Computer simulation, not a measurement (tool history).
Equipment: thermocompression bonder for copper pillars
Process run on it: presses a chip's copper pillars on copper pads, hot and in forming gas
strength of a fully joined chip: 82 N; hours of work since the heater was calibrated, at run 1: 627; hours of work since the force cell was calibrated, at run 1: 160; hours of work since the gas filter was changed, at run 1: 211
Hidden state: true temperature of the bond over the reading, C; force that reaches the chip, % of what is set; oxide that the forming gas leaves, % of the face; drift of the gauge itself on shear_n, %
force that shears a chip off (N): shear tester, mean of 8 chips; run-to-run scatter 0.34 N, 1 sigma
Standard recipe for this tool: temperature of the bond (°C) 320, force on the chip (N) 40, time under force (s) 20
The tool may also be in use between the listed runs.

run,day,temperature of the bond (°C),force on the chip (N),time under force (s),hours of work since the heater was calibrated,hours of work since the force cell was calibrated,hours of work since the gas filter was changed,force that shears a chip off (N)
1,0,320,40,20,627,160,211,55.4
2,0.596,320,40,20,633,167,217,55.2
3,1.067,340,40,20,638,172,222,61.2
4,1.738,304,40,20,645,179,229,49.2
5,2.408,304,40,20,653,186,236,49.6
6,3,320,46,20,659,192,242,58
7,3.712,320,46,20,666,200,250,58.2
8,4.308,320,40,20,673,206,256,55.2
9,4.729,320,33,20,677,210,261,50.2
10,5.367,320,40,20,684,217,267,55
11,5.946,320,40,20,690,223,274,55
12,6.408,320,40,20,695,228,279,54.5
13,7.15,320,40,20,703,236,286,54.4
14,7.883,320,40,20,711,244,294,54.8
15,8.333,320,40,20,715,249,299,55
# day 8.467: force cell calibrated
16,8.917,320,32,32,721,5,304,56
17,9.742,320,29,25,730,14,313,50.7
18,10.233,304,56,12,735,19,318,49.1
# day 10.992: force cell calibrated, once more
19,11.125,304,43,51,744,1,327,64.5
20,11.921,304,43,51,752,10,336,65.1
21,12.296,324,40,15,756,14,340,51.9
22,12.875,311,40,20,762,20,346,51.5
23,13.383,320,40,12,768,25,351,47.1
24,13.862,324,24,16,773,30,356,41.2
25,14.25,320,31,20,777,35,360,48.9
26,14.746,320,24,21,782,40,366,43.6
27,15.088,320,35,10,786,43,369,40.9
28,15.758,320,35,10,793,51,376,41.3

Across each entry between runs, compare the hidden state at the last listed run before it with the hidden state at the first listed run after it:
Runs 15 to 16: force cell calibrated (day 8.467)
  force that reaches the chip, % of what is set: 98.5 -> 98.3; oxide that the forming gas leaves, % of the face: 1.97 -> 2
  measured less the result without the state, force that shears a chip off (N): -2.7 -> -2.7
Runs 18 to 19: force cell calibrated, once more (day 10.992)
  true temperature of the bond over the reading, C: -4.4 -> -4.5; force that reaches the chip, % of what is set: 98.2 -> 100; oxide that the forming gas leaves, % of the face: 2.07 -> 2.11
  measured less the result without the state, force that shears a chip off (N): -2.9 -> -2.4
